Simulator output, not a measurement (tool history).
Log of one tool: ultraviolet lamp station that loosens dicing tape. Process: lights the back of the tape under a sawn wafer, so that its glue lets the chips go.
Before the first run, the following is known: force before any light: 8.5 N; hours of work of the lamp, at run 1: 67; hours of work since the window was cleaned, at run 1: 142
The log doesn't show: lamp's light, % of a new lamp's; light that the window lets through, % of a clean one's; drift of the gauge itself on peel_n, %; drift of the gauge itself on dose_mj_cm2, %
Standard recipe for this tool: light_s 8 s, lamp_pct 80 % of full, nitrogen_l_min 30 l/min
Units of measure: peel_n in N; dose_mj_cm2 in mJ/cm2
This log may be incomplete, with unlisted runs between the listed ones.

run,hour,light_s,lamp_pct,nitrogen_l_min,hours of work of the lamp,hours of work since the window was cleaned,peel_n,dose_mj_cm2
1,0.0,8,80,30,67,142,1.133,459
2,16.4,8,80,13,77,153,2.075,452
3,29.1,8,80,16,86,161,1.831,454
4,51.3,8,82,16,100,175,1.724,455
5,69.1,8,80,30,112,187,1.146,446
6,80.1,8,84,30,119,194,1.092,462
7,93.6,8,84,30,128,203,1.075,461
8,104.6,8,87,30,135,210,1.052,475
9,118.1,8,87,30,144,219,1.067,469
10,131.6,8,87,30,153,228,1.107,456
11,142.3,8,80,30,159,235,1.267,426
12,151.5,8,80,30,165,241,1.298,415
13,166.5,8,80,30,175,250,1.384,417
14,188.9,8,80,30,190,265,1.354,413
15,209.4,8,80,30,203,278,1.396,406
16,219.5,6,80,30,210,285,2.215,305
17,229.4,8,80,30,216,292,1.395,403
18,240.0,8,89,30,223,298,1.210,443
19,262.4,8,89,30,238,313,1.203,436
20,276.2,8,89,30,247,322,1.268,436
21,295.7,8,89,30,260,335,1.236,433
22,313.8,8,89,30,271,347,1.228,423
23,323.7,11,89,19,278,353,1.024,586
24,342.4,11,89,19,290,365,1.046,573
25,354.8,5,80,30,298,373,2.836,229
26,369.8,5,80,30,308,383,3.079,232
27,383.0,5,80,30,316,392,2.925,227
28,399.5,8,73,16,327,402,2.707,331
29,413.9,13,84,35,337,412,0.555,611
30,426.5,13,84,35,345,420,0.578,605
31,437.4,8,61,13,352,427,3.500,272
32,460.2,6,90,31,367,442,2.110,295
33,473.0,6,90,10,375,450,3.785,294
34,482.2,10,80,20,381,456,1.655,431
35,500.0,10,80,20,393,468,1.648,427
36,519.2,8,86,16,405,481,2.377,361
37,540.2,8,86,16,419,494,2.459,355
38,555.6,8,86,16,429,504,2.516,349
39,572.6,8,80,15,440,515,2.776,321
40,589.6,8,80,15,451,526,2.889,316
41,606.7,8,80,15,462,538,2.904,312
42,628.9,8,76,30,477,552,2.222,293
# hour 635.2: window cleaned of glue's vapour
43,647.7,8,76,30,489,8,1.766,341

What differs in the tool's unlogged condition from the final listed run ahead of each entry between runs to the first listed run following it?
Logged between run 42 and run 43: window cleaned of glue's vapour (hour 635.2)
  lamp's light, % of a new lamp's: 72.7 -> 72.1; light that the window lets through, % of a clean one's: 85.8 -> 99.7
  measured less the result without the state, peel_n: +1.175 -> +0.750 N; dose_mj_cm2: -178 -> -133 mJ/cm2
